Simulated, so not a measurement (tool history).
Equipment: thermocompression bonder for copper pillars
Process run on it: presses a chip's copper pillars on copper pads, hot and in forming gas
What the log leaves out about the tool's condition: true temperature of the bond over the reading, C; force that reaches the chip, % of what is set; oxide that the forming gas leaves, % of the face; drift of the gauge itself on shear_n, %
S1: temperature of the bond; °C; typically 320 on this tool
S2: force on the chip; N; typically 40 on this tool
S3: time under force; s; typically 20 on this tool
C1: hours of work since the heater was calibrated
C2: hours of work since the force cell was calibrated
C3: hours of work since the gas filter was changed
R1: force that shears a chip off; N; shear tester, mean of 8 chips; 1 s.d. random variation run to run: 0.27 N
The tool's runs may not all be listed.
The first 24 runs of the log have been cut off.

-- hour=346.1 heater calibrated with a thermocouple chip
run 25 hour=350.2 | S1=331 S2=32 S3=15 | C1=2 C2=455 C3=128 | R1=42.3
run 26 hour=360.5 | S1=331 S2=32 S3=15 | C1=8 C2=461 C3=133 | R1=42.3
run 27 hour=370.1 | S1=313 S2=31 S3=20 | C1=13 C2=466 C3=138 | R1=39.5
run 28 hour=385.2 | S1=321 S2=44 S3=11 | C1=21 C2=474 C3=146 | R1=40.5
run 29 hour=394.1 | S1=301 S2=31 S3=20 | C1=25 C2=478 C3=151 | R1=35.7
run 30 hour=407.8 | S1=346 S2=37 S3=16 | C1=33 C2=486 C3=158 | R1=51.4
run 31 hour=426.6 | S1=346 S2=37 S3=16 | C1=43 C2=496 C3=168 | R1=50.6
run 32 hour=443.9 | S1=346 S2=37 S3=16 | C1=52 C2=505 C3=177 | R1=51.5
run 33 hour=452.2 | S1=346 S2=37 S3=16 | C1=56 C2=509 C3=182 | R1=51.3
run 34 hour=470.7 | S1=320 S2=36 S3=20 | C1=66 C2=519 C3=192 | R1=44.9
run 35 hour=490.5 | S1=292 S2=30 S3=28 | C1=76 C2=529 C3=202 | R1=36.5
run 36 hour=502.2 | S1=329 S2=37 S3=28 | C1=82 C2=535 C3=208 | R1=54.3
run 37 hour=517.8 | S1=291 S2=37 S3=13 | C1=91 C2=544 C3=216 | R1=29.8
run 38 hour=535.2 | S1=291 S2=37 S3=13 | C1=100 C2=553 C3=226 | R1=29.7
-- hour=540.3 forming gas filter changed
run 39 hour=552.7 | S1=291 S2=37 S3=13 | C1=109 C2=562 C3=7 | R1=32

Consider 5 possible next runs. They are alternatives, not a sequence: every one starts from the tool as it was left by run 39. What does each give?
run A hour=568.3 | S1=322 S2=47 S3=59 | C1=117 C2=570 C3=15 | R1=?
run B hour=568.3 | S1=291 S2=28 S3=29 | C1=117 C2=570 C3=15 | R1=?
run C hour=568.3 | S1=320 S2=58 S3=18 | C1=117 C2=570 C3=15 | R1=?
run D hour=568.3 | S1=320 S2=52 S3=14 | C1=117 C2=570 C3=15 | R1=?
run E hour=568.3 | S1=320 S2=42 S3=17 | C1=117 C2=570 C3=15 | R1=?

run=A R1=74.5
run=B R1=37.6
run=C R1=58.3
run=D R1=50.6
run=E R1=49.4
The same runs, with their run-to-run variation unchanged, on a tool lacking any hidden condition would have given:
run=A R1=75.2
run=B R1=38.1
run=C R1=59
run=D R1=51.2
run=E R1=50
